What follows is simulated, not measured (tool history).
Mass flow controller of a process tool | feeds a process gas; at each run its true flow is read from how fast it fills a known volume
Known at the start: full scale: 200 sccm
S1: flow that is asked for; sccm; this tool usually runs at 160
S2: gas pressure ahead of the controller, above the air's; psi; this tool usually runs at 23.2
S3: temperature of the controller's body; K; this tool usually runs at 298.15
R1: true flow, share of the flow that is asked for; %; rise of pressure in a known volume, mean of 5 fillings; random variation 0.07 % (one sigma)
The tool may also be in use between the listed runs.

run,hour,S1,S2,S3,R1
1,0.0,160,23.2,298.15,102.84
2,355.8,160,23.2,298.15,103.02
3,542.6,160,39.2,298.15,103.45
4,906.9,160,39.2,298.15,103.48
5,1260.5,160,27.0,298.15,103.47
6,1443.7,160,27.0,298.15,103.50
# hour 1830.1: controller exchanged for a calibrated one
7,1831.0,160,23.2,298.15,99.34
8,2012.0,160,23.2,298.15,99.40
9,2204.1,160,23.2,298.15,99.59
10,2461.5,160,23.2,298.15,99.47
11,2697.9,160,23.2,298.15,99.82
12,2990.4,160,23.2,307.15,99.49
13,3184.7,76,23.2,298.15,98.58
14,3361.4,76,35.5,298.15,98.95
15,3642.5,76,35.5,298.15,99.09
16,3820.8,76,35.5,298.15,98.95
17,4000.0,76,35.5,298.15,99.21
18,4318.7,76,35.5,298.15,99.38
19,4540.8,76,35.5,298.15,99.52
20,4827.8,76,35.5,298.15,99.52
21,5105.5,29,23.2,298.15,99.47
22,5497.3,160,23.2,298.15,100.90
23,5671.9,160,23.2,299.15,100.93
24,5884.9,160,23.2,299.15,101.07
25,6101.9,160,23.2,299.15,101.09
26,6424.8,104,35.1,295.15,100.94
27,6687.4,38,35.1,298.15,100.43
28,6987.8,23,28.7,303.15,101.02
29,7313.5,23,28.7,303.15,101.35
30,7542.5,160,23.2,304.15,101.45
31,7871.1,160,23.2,304.15,101.54
32,8254.9,129,23.2,304.15,101.44
33,8470.4,197,24.7,300.15,102.50
34,8855.6,55,24.8,298.15,101.33
35,9086.1,55,24.8,298.15,101.40
36,9382.2,55,24.8,298.15,101.72
37,9690.0,176,22.6,295.15,102.94
38,9971.3,66,23.2,308.15,101.37
39,10299.6,63,22.6,298.15,102.03
40,10655.1,45,35.8,298.15,102.73
41,11051.4,45,35.8,296.15,102.89
42,11367.2,160,31.6,312.15,102.87
43,11744.0,160,31.6,312.15,102.97
44,12026.0,160,31.6,312.15,103.11
45,12403.8,160,20.3,305.15,103.33
46,12718.5,160,29.2,299.15,103.92
47,12975.6,160,29.2,299.15,103.97
# hour 13012.9: controller exchanged for a calibrated one
48,13352.1,102,23.2,297.15,98.28

Forecast each of these 3 alternatives for the next run:
A,13744.0,145,23.2,298.15,?
B,13744.0,47,23.2,303.15,?
C,13744.0,181,27.1,313.15,?

run,R1
A,99.11
B,97.29
C,99.10
What these runs would have given with no unlogged condition in the tool:
run,R1
A,98.96
B,97.00
C,98.97
